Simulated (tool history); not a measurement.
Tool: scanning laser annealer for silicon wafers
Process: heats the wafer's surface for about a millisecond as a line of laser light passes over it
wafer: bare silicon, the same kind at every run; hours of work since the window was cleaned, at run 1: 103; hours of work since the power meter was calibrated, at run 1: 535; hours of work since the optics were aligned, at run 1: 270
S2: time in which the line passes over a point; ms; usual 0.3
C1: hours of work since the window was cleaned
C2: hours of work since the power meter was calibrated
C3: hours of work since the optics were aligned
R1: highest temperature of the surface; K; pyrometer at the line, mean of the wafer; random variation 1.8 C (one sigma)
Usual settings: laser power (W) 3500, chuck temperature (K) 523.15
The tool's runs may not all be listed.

{"run": 1, "day": 0.0, "laser power (W)": 3500, "S2": 0.3, "chuck temperature (K)": 523.15, "C1": 103, "C2": 535, "C3": 270, "R1": 1303.15}
{"run": 2, "day": 1.138, "laser power (W)": 3500, "S2": 0.3, "chuck temperature (K)": 523.15, "C1": 115, "C2": 548, "C3": 283, "R1": 1299.15}
{"run": 3, "day": 2.838, "laser power (W)": 3500, "S2": 0.3, "chuck temperature (K)": 523.15, "C1": 134, "C2": 567, "C3": 302, "R1": 1300.15}
{"run": 4, "day": 3.871, "laser power (W)": 3500, "S2": 0.3, "chuck temperature (K)": 523.15, "C1": 146, "C2": 579, "C3": 313, "R1": 1300.15}
{"run": 5, "day": 5.133, "laser power (W)": 3500, "S2": 0.3, "chuck temperature (K)": 492.15, "C1": 160, "C2": 593, "C3": 327, "R1": 1267.15}
{"run": 6, "day": 7.167, "laser power (W)": 3500, "S2": 0.3, "chuck temperature (K)": 523.15, "C1": 183, "C2": 615, "C3": 350, "R1": 1301.15}
{"run": 7, "day": 9.167, "laser power (W)": 3500, "S2": 0.3, "chuck temperature (K)": 523.15, "C1": 205, "C2": 638, "C3": 372, "R1": 1300.15}
{"run": 8, "day": 11.0, "laser power (W)": 3582, "S2": 0.3, "chuck temperature (K)": 523.15, "C1": 226, "C2": 658, "C3": 393, "R1": 1319.15}
{"run": 9, "day": 12.429, "laser power (W)": 3591, "S2": 0.3, "chuck temperature (K)": 523.15, "C1": 242, "C2": 674, "C3": 409, "R1": 1323.15}
{"run": 10, "day": 13.762, "laser power (W)": 3500, "S2": 0.3, "chuck temperature (K)": 523.15, "C1": 256, "C2": 689, "C3": 424, "R1": 1301.15}
{"run": 11, "day": 14.696, "laser power (W)": 3500, "S2": 0.3, "chuck temperature (K)": 523.15, "C1": 267, "C2": 700, "C3": 434, "R1": 1302.15}
{"run": 12, "day": 16.483, "laser power (W)": 3500, "S2": 0.3, "chuck temperature (K)": 523.15, "C1": 287, "C2": 719, "C3": 454, "R1": 1298.15}
{"run": 13, "day": 17.904, "laser power (W)": 3500, "S2": 0.3, "chuck temperature (K)": 523.15, "C1": 303, "C2": 735, "C3": 470, "R1": 1303.15}
{"run": 14, "day": 18.817, "laser power (W)": 3500, "S2": 0.3, "chuck temperature (K)": 535.15, "C1": 313, "C2": 746, "C3": 480, "R1": 1313.15}
{"run": 15, "day": 20.196, "laser power (W)": 3500, "S2": 0.3, "chuck temperature (K)": 535.15, "C1": 328, "C2": 761, "C3": 495, "R1": 1315.15}
{"day": 20.762, "done": "window over the wafer cleaned"}
{"run": 16, "day": 21.771, "laser power (W)": 3500, "S2": 0.327, "chuck temperature (K)": 523.15, "C1": 11, "C2": 778, "C3": 512, "R1": 1338.15}
{"run": 17, "day": 23.208, "laser power (W)": 3461, "S2": 0.3, "chuck temperature (K)": 523.15, "C1": 27, "C2": 794, "C3": 528, "R1": 1290.15}
{"run": 18, "day": 24.942, "laser power (W)": 3461, "S2": 0.3, "chuck temperature (K)": 523.15, "C1": 47, "C2": 813, "C3": 548, "R1": 1291.15}
{"run": 19, "day": 26.467, "laser power (W)": 3500, "S2": 0.3, "chuck temperature (K)": 523.15, "C1": 64, "C2": 830, "C3": 565, "R1": 1297.15}
{"run": 20, "day": 28.279, "laser power (W)": 3500, "S2": 0.249, "chuck temperature (K)": 523.15, "C1": 84, "C2": 850, "C3": 585, "R1": 1237.15}
{"run": 21, "day": 29.712, "laser power (W)": 3487, "S2": 0.373, "chuck temperature (K)": 523.15, "C1": 100, "C2": 866, "C3": 601, "R1": 1386.15}
{"run": 22, "day": 31.538, "laser power (W)": 3215, "S2": 0.362, "chuck temperature (K)": 528.15, "C1": 120, "C2": 887, "C3": 621, "R1": 1303.15}
{"run": 23, "day": 33.283, "laser power (W)": 3167, "S2": 0.297, "chuck temperature (K)": 523.15, "C1": 140, "C2": 906, "C3": 641, "R1": 1213.15}
{"run": 24, "day": 35.138, "laser power (W)": 3167, "S2": 0.297, "chuck temperature (K)": 523.15, "C1": 161, "C2": 927, "C3": 661, "R1": 1218.15}
{"run": 25, "day": 36.267, "laser power (W)": 3080, "S2": 0.306, "chuck temperature (K)": 555.15, "C1": 173, "C2": 940, "C3": 674, "R1": 1235.15}

Forecast run 26:
{"run": 26, "day": 38.188, "laser power (W)": 3500, "S2": 0.3, "chuck temperature (K)": 517.15, "C1": 195, "C2": 961, "C3": 696, "R1": "?"}

Run 26 gave R1 1292.15 K.
Without the tool's hidden state the same run would have given R1 1292.15 K.
